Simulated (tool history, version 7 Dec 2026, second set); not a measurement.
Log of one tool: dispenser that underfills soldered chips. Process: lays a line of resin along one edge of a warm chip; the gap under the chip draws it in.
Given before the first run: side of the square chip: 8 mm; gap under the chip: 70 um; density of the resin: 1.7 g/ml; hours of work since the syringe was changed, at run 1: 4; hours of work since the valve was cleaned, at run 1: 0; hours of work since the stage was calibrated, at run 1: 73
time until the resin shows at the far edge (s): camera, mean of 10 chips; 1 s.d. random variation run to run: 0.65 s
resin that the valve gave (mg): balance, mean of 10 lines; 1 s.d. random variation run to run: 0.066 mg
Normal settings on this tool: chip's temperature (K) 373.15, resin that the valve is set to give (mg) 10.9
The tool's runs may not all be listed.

run    day  chip's temperature (K)  resin that the valve is set to give (mg)  hours of work since the syringe was changed  hours of work since the valve was cleaned  hours of work since the stage was calibrated  time until the resin shows at the far edge (s)  resin that the valve gave (mg)
  1  0.000                  373.15                                      10.9                                            4                                          0                                            73                                            64.7                           10.80
  2  0.154                  373.15                                      10.9                                            7                                          3                                            76                                            71.6                           10.81
     0.183  -- new syringe of resin
  3  0.362                  373.15                                      10.9                                            3                                          7                                            80                                            63.8                           10.65
  4  0.546                  373.15                                      10.9                                            7                                         10                                            83                                            72.7                           10.85
     0.567  -- new syringe of resin
  5  0.779                  384.15                                      10.9                                            4                                         14                                            87                                            43.7                           10.75
  6  0.875                  384.15                                      10.9                                            6                                         16                                            89                                            46.9                           10.78
     0.954  -- new syringe of resin
  7  1.092                  373.15                                      12.2                                            3                                         20                                            93                                            63.0                           12.10
  8  1.283                  373.15                                       9.8                                            6                                         24                                            96                                            73.3                            9.59
     1.333  -- new syringe of resin
  9  1.421                  373.15                                       9.8                                            2                                         26                                            99                                            61.1                            9.63
 10  1.608                  373.15                                       9.8                                            5                                         29                                           102                                            71.0                            9.48
     1.717  -- new syringe of resin
 11  1.775                  373.15                                       9.8                                            1                                         32                                           105                                            62.2                            9.51
 12  1.950                  373.15                                      10.9                                            4                                         36                                           108                                            65.6                           10.54
 13  2.071                  373.15                                      10.9                                            7                                         38                                           111                                            71.9                           10.63
     2.117  -- new syringe of resin
 14  2.250                  373.15                                      10.9                                            2                                         41                                           114                                            63.2                           10.57
 15  2.462                  373.15                                      10.9                                            6                                         45                                           118                                            71.7                           10.51
     2.512  -- new syringe of resin
 16  2.588                  373.15                                      10.9                                            1                                         47                                           120                                            59.0                           10.56
 17  2.788                  373.15                                      10.9                                            5                                         51                                           123                                            67.0                           10.57
     2.904  -- new syringe of resin
 18  2.904                  373.15                                      10.9                                            0                                         53                                           125                                            58.1                           10.51
 19  3.125                  362.15                                      13.7                                            4                                         57                                           130                                            98.3                           13.16
 20  3.267                  383.15                                      13.2                                            7                                         59                                           132                                            49.7                           12.55
     3.300  -- new syringe of resin
 21  3.392                  366.15                                      10.5                                            2                                         62                                           134                                            79.0                           10.00
 22  3.567                  366.15                                      10.5                                            5                                         65                                           138                                            90.0                            9.99
     3.679  -- new syringe of resin
 23  3.754                  374.15                                      10.5                                            1                                         68                                           141                                            58.7                           10.06

Expected results for the next run?
 24  3.912                  387.15                                      11.5                                            4                                         71                                           144                                               ?                               ?

{"run 24": {"time until the resin shows at the far edge (s)": 39.6, "resin that the valve gave (mg)": 11.0}}
The same run, on a tool lacking any hidden state, would have yielded time until the resin shows at the far edge (s) 34.3, resin that the valve gave (mg) 11.57.
